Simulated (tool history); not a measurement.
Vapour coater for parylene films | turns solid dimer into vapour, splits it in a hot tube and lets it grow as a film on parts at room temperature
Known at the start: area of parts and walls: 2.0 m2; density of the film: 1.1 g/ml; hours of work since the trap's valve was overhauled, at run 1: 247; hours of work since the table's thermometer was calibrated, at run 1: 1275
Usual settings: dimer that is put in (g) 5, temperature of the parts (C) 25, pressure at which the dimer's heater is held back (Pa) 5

run	hour	dimer that is put in (g)	temperature of the parts (C)	pressure at which the dimer's heater is held back (Pa)	hours of work since the trap's valve was overhauled	hours of work since the table's thermometer was calibrated	thickness of the film (nm)
1	0	5	25	5	247	1275	1480
2	84.9	5	25	5	281	1309	1460
3	149.8	5	25	5	307	1335	1460
4	223.4	5	25	5	336	1365	1450
5	286.8	5	25	5	361	1390	1430
6	358.2	6	25	5	390	1419	1660
# hour 410.7: trap's valve overhauled
7	413.2	6	25	5	1	1439	1960
8	452.4	3	25	5	17	1455	930
9	498.2	3	25	5	35	1473	950
10	568.3	3	25	5	63	1501	970
11	645.7	3	25	5	94	1532	960
12	723.5	5	22	5	125	1563	1590
# hour 730.3: table's thermometer calibrated
13	777.1	5	25	6.81	146	19	1460
14	824.6	5	25	6.81	165	38	1520
15	897.6	5	25	6.81	194	67	1460
# hour 935.4: table's thermometer calibrated, once more
16	983	5	25	4.33	228	19	1570
17	1036.4	5	25	2.06	250	40	1620
18	1087.6	8	26	2.55	270	61	2480
19	1127.1	2	37	5.42	286	77	490
20	1166.9	2	37	7.4	302	93	490
21	1246.2	5	31	3.28	334	124	1340
22	1315.7	5	31	3.28	361	152	1360
23	1378.2	5	35	2.91	387	177	1220
24	1419.7	5	28	3.76	403	194	1360
# hour 1433.5: trap's valve overhauled
25	1483.8	4	25	10.87	20	218	1290
26	1557	9	35	4.6	49	247	2430
27	1639.5	2	26	2.77	82	280	670
28	1700.9	6	27	6.23	107	305	1760
29	1760	8	22	2.92	131	329	2730
30	1827.6	8	22	2.92	158	356	2720
31	1900.1	8	22	2.92	187	385	2770
32	1954.2	8	22	2.92	208	406	2700

Hidden state or all else? Some run-to-run changes of thickness of the film (nm), split into what the settings, what came in and random variation would give without the hidden state, and what is left for the hidden state (with any gauge scatter that isn't in both results):
The hidden state here: vapour lost through the trap's worn valve, %; true temperature of the parts over the reading, C; drift of the gauge itself on film_um, %.
Run 6 -> 7: trap's valve overhauled. thickness of the film (nm) +300: hidden state +230, all else +70.
Run 18 -> 19: dimer that is put in (g) 8 -> 2, temperature of the parts (C) 26 -> 37, pressure at which the dimer's heater is held back (Pa) 2.55 -> 5.42. thickness of the film (nm) -1990: hidden state +190, all else -2180.
Run 24 -> 25: dimer that is put in (g) 5 -> 4, temperature of the parts (C) 28 -> 25, pressure at which the dimer's heater is held back (Pa) 3.76 -> 10.87, trap's valve overhauled. thickness of the film (nm) -70: hidden state +210, all else -280.
Run 25 -> 26: dimer that is put in (g) 4 -> 9, temperature of the parts (C) 25 -> 35, pressure at which the dimer's heater is held back (Pa) 10.87 -> 4.6. thickness of the film (nm) +1140: hidden state -40, all else +1180.
Run 26 -> 27: dimer that is put in (g) 9 -> 2, temperature of the parts (C) 35 -> 26, pressure at which the dimer's heater is held back (Pa) 4.6 -> 2.77. thickness of the film (nm) -1760: hidden state +20, all else -1780.
